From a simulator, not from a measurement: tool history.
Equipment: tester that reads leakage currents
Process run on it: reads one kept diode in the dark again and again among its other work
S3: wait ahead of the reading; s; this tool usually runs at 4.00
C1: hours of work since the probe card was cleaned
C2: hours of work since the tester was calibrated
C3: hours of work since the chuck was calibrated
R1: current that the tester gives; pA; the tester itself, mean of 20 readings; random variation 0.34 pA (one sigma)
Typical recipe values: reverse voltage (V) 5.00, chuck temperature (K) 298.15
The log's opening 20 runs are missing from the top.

run 21 hour=554.0 | reverse_voltage_(V)=5.00 chuck_temperature_(K)=328.15 S3=1.45 | C1=1134 C2=640 C3=1181 | R1=1108.76
run 22 hour=573.6 | reverse_voltage_(V)=1.29 chuck_temperature_(K)=296.15 S3=4.00 | C1=1143 C2=649 C3=1190 | R1=75.26
run 23 hour=604.2 | reverse_voltage_(V)=1.29 chuck_temperature_(K)=296.15 S3=4.00 | C1=1157 C2=663 C3=1204 | R1=75.23
run 24 hour=631.9 | reverse_voltage_(V)=1.29 chuck_temperature_(K)=296.15 S3=4.00 | C1=1169 C2=676 C3=1216 | R1=75.28
run 25 hour=655.7 | reverse_voltage_(V)=11.22 chuck_temperature_(K)=298.15 S3=1.47 | C1=1180 C2=687 C3=1227 | R1=198.34
run 26 hour=675.2 | reverse_voltage_(V)=11.22 chuck_temperature_(K)=308.15 S3=1.47 | C1=1189 C2=696 C3=1236 | R1=400.75
run 27 hour=711.9 | reverse_voltage_(V)=11.13 chuck_temperature_(K)=303.15 S3=7.81 | C1=1206 C2=712 C3=1253 | R1=279.73
run 28 hour=730.2 | reverse_voltage_(V)=5.00 chuck_temperature_(K)=324.15 S3=6.60 | C1=1214 C2=721 C3=1261 | R1=861.21
run 29 hour=758.9 | reverse_voltage_(V)=6.80 chuck_temperature_(K)=324.15 S3=0.51 | C1=1227 C2=734 C3=1274 | R1=966.09
run 30 hour=774.8 | reverse_voltage_(V)=6.80 chuck_temperature_(K)=324.15 S3=0.51 | C1=1234 C2=741 C3=1281 | R1=963.44
run 31 hour=808.8 | reverse_voltage_(V)=5.00 chuck_temperature_(K)=309.15 S3=4.00 | C1=1250 C2=756 C3=1297 | R1=317.45
run 32 hour=838.0 | reverse_voltage_(V)=5.00 chuck_temperature_(K)=309.15 S3=4.00 | C1=1263 C2=770 C3=1310 | R1=315.76
run 33 hour=874.9 | reverse_voltage_(V)=2.11 chuck_temperature_(K)=318.15 S3=2.20 | C1=1280 C2=786 C3=1327 | R1=427.92
run 34 hour=904.1 | reverse_voltage_(V)=1.99 chuck_temperature_(K)=304.15 S3=2.20 | C1=1293 C2=800 C3=1340 | R1=158.57
run 35 hour=921.7 | reverse_voltage_(V)=1.98 chuck_temperature_(K)=298.15 S3=4.00 | C1=1301 C2=808 C3=1348 | R1=101.92
run 36 hour=951.5 | reverse_voltage_(V)=5.00 chuck_temperature_(K)=312.15 S3=8.29 | C1=1315 C2=821 C3=1362 | R1=387.94
run 37 hour=975.0 | reverse_voltage_(V)=12.51 chuck_temperature_(K)=317.15 S3=0.50 | C1=1325 C2=832 C3=1372 | R1=766.89
run 38 hour=994.1 | reverse_voltage_(V)=3.61 chuck_temperature_(K)=317.15 S3=2.08 | C1=1334 C2=841 C3=1381 | R1=482.17
run 39 hour=1029.1 | reverse_voltage_(V)=5.00 chuck_temperature_(K)=295.15 S3=1.70 | C1=1350 C2=856 C3=1397 | R1=115.71

Predict each of these 4 candidate next runs independently; none follows another, all start after run 39:
run A hour=1057.2 | reverse_voltage_(V)=5.00 chuck_temperature_(K)=325.15 S3=1.70 | C1=1363 C2=869 C3=1410 | R1=?
run B hour=1057.2 | reverse_voltage_(V)=5.00 chuck_temperature_(K)=314.15 S3=4.00 | C1=1363 C2=869 C3=1410 | R1=?
run C hour=1057.2 | reverse_voltage_(V)=5.00 chuck_temperature_(K)=297.15 S3=4.00 | C1=1363 C2=869 C3=1410 | R1=?
run D hour=1057.2 | reverse_voltage_(V)=3.38 chuck_temperature_(K)=298.15 S3=7.34 | C1=1363 C2=869 C3=1410 | R1=?

run=A R1=914.87
run=B R1=446.37
run=C R1=133.56
run=D R1=124.29
With the hidden condition removed and each run's random variation left untouched, the same runs would have given:
run=A R1=944.46
run=B R1=459.96
run=C R1=135.64
run=D R1=127.10

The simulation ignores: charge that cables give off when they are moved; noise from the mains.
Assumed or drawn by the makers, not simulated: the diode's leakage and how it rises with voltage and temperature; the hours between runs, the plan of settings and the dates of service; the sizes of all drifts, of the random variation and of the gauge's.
